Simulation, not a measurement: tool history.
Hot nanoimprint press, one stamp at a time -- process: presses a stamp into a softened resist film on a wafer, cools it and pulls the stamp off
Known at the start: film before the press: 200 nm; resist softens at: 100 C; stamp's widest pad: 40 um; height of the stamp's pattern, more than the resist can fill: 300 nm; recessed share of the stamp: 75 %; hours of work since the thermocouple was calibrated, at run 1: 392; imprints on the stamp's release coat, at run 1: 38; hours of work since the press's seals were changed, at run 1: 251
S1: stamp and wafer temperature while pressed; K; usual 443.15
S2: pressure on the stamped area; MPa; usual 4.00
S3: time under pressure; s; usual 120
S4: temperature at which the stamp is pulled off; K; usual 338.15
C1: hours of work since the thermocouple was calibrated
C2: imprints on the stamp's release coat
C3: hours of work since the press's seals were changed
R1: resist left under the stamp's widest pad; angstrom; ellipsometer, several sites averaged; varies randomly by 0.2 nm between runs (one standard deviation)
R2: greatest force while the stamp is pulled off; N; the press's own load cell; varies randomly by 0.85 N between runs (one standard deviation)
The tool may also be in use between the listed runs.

run    day      S1    S2   S3      S4   C1   C2   C3   R1     R2
  1  0.000  443.15  4.00  120  338.15  392   38  251  656   97.9
  2  0.208  443.15  4.00  120  338.15  396   60  255  658   97.3
  3  0.608  443.15  4.91  120  338.15  402  101  261  585   99.6
  4  0.775  443.15  4.00  120  338.15  405  118  264  653  100.7
  5  1.050  443.15  4.00  120  338.15  409  147  268  659   99.0
  6  1.217  443.15  4.00  120  338.15  412  164  271  656  100.1
  7  1.567  443.15  4.00  120  338.15  418  200  277  656  100.4
  8  1.929  443.15  5.51  120  333.15  424  238  283  540  111.2
  9  2.150  443.15  5.42  120  338.15  427  261  286  543  103.8
 10  2.358  443.15  4.24  120  338.15  431  282  290  630  101.3
 11  2.571  443.15  2.95  120  331.15  434  305  293  788  114.9

Estimate the outcome of run 12 from the log above:
 12  2.783  443.15  2.95  120  331.15  438  327  296   ?   ?

R1: 788 angstrom
R2: 115.7 N
Take away the tool's hidden state, keep the run-to-run variation as it was, and the same run would have given R1 846 angstrom, R2 110.5 N.

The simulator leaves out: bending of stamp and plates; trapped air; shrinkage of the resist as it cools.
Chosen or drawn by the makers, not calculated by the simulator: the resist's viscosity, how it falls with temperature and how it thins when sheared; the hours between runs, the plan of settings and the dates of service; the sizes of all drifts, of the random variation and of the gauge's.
